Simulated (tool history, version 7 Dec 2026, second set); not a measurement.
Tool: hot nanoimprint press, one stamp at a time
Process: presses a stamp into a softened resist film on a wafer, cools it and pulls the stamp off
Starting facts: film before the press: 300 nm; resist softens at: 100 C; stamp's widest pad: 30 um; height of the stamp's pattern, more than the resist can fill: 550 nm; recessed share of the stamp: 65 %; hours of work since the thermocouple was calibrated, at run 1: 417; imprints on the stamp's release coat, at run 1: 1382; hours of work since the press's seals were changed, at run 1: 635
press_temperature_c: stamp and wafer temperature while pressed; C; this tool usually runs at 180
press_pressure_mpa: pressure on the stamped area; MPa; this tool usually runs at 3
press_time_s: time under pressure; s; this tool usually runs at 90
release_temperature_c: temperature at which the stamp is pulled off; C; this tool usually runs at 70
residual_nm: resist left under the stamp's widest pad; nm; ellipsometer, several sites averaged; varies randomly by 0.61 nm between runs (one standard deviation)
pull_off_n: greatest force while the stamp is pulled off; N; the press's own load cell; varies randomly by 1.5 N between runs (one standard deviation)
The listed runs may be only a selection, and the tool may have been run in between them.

run,hour,press_temperature_c,press_pressure_mpa,press_time_s,release_temperature_c,hours of work since the thermocouple was calibrated,imprints on the stamp's release coat,hours of work since the press's seals were changed,residual_nm,pull_off_n
1,0,180,3,90,70,417,1382,635,109,152
2,21.1,180,3,90,68,432,1493,651,109.2,152
# hour 51.5: stamp cleaned and given a new release coat
3,51.5,180,3,131,70,450,0,669,95.2,134
4,76.5,180,3,90,70,468,133,687,108.3,135
5,93.5,180,3,90,70,481,223,699,109.8,137
6,130.8,180,3,90,70,508,421,727,107.8,143
7,147.6,180,3,90,70,520,510,739,108,140
8,171.8,180,3,135,70,538,638,757,92.5,144
# hour 205.1: plate thermocouple calibrated
9,205.5,180,3,135,70,0,800,779,89.5,145
10,236.7,180,3,135,70,23,965,802,88.3,145
11,269.2,180,3,90,63,47,1138,826,103.4,157
12,302.6,180,3,90,63,71,1314,850,103.7,158
13,335.5,180,3,90,63,95,1488,874,103.7,158
14,358.6,180,3,90,63,112,1611,891,104.3,164
# hour 366.7: stamp cleaned and given a new release coat
# hour 384.3: plate thermocouple calibrated, once more
15,391.8,189,3,90,63,6,117,909,81.6,149
# hour 419.2: press's hydraulic seals changed and the load cell set to zero
16,421.7,180,3,90,60,22,233,2,112.5,151
17,459.3,180,3,90,60,49,432,29,113.4,156
18,490.7,168,4.58,90,63,72,598,52,151.1,152
19,509.6,168,4.58,90,63,86,698,66,149,152
20,530.1,184,3,90,73,101,807,81,97.7,141
21,547.9,189,2.41,90,73,114,901,94,90.5,140
22,573.4,168,2.05,69,66,132,1036,113,221.1,152
23,597.3,168,4.18,69,66,150,1163,130,169.3,155
24,621.5,192,4.18,69,67,168,1291,148,65.3,157
25,649.7,180,3,90,58,188,1440,169,110.7,173
26,673.3,180,4.56,90,64,206,1565,186,87.8,166
# hour 689.6: stamp cleaned and given a new release coat
27,703.9,180,2.2,64,73,223,75,204,148.1,132
28,738.1,180,2.2,64,73,249,256,229,148.2,136
29,776.6,189,2.2,145,60,277,460,257,79,155
30,796.7,180,3,73,70,291,567,272,120,142

Some steps in residual_nm, run to run, broken into two amounts with sign: the step expected even without the hidden condition (settings, incoming material, random variation), and the rest, left for the hidden condition together with whatever gauge scatter is not in both the measured and the hidden-condition-free result:
The hidden state here: true temperature over the reading, C; pressure that arrives at the usual setting, %; grip of the stamp's worn release coat, % over a new coat's; drift of the gauge itself on residual_nm, %; drift of the gauge itself on pull_off_n, %.
Run 8 -> 9: plate thermocouple calibrated. residual_nm -3 nm: hidden state -3.1, all else +0.1.
Run 10 -> 11: press_time_s 135 -> 90, release_temperature_c 70 -> 63. residual_nm +15.1 nm: hidden state -1.3, all else +16.4.
Run 14 -> 15: press_temperature_c 180 -> 189, stamp cleaned and given a new release coat, plate thermocouple calibrated, once more. residual_nm -22.7 nm: hidden state +11.8, all else -34.5.
Run 21 -> 22: press_temperature_c 189 -> 168, press_pressure_mpa 2.41 -> 2.05, press_time_s 90 -> 69, release_temperature_c 73 -> 66. residual_nm +130.6 nm: hidden state -0.9, all else +131.5.
Run 23 -> 24: press_temperature_c 168 -> 192, release_temperature_c 66 -> 67. residual_nm -104 nm: hidden state +0.9, all else -104.9.
Run 28 -> 29: press_temperature_c 180 -> 189, press_time_s 64 -> 145, release_temperature_c 73 -> 60. residual_nm -69.2 nm: hidden state +1.1, all else -70.3.
